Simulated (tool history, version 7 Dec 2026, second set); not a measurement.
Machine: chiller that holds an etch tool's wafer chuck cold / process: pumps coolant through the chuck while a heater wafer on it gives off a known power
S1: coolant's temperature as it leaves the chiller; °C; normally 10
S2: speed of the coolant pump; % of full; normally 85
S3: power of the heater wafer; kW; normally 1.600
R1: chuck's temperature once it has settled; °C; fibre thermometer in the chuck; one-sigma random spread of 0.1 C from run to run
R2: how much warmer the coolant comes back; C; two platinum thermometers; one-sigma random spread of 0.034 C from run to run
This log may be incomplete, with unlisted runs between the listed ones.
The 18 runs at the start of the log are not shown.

run,hour,S1,S2,S3,R1,R2
19,1145.8,10,85,1.024,19.4,3.59
20,1195.1,10,85,1.024,19.4,3.57
21,1234.5,10,85,2.333,31.8,8.26
22,1302.8,10,85,2.333,31.7,8.25
# hour 1343.4: coolant pump overhauled, once more
23,1371.8,10,85,2.333,31.5,7.97
24,1433.8,12,85,1.708,27.6,5.82
25,1470.3,12,85,1.708,27.7,5.90
26,1527.4,12,85,1.708,28.0,5.88
27,1601.6,1,60,2.213,27.5,10.81
28,1672.3,10,85,2.183,30.2,7.47
29,1720.0,19,87,0.872,27.0,2.96

The next listed run, before its measurement:
30,1792.9,1,85,1.600,?,?

Run 30 produced R1 15.9 °C, R2 5.51 C.
If the tool had no hidden condition, the same run with the same run-to-run variation would have returned R1 13.8 °C, R2 5.44 C.
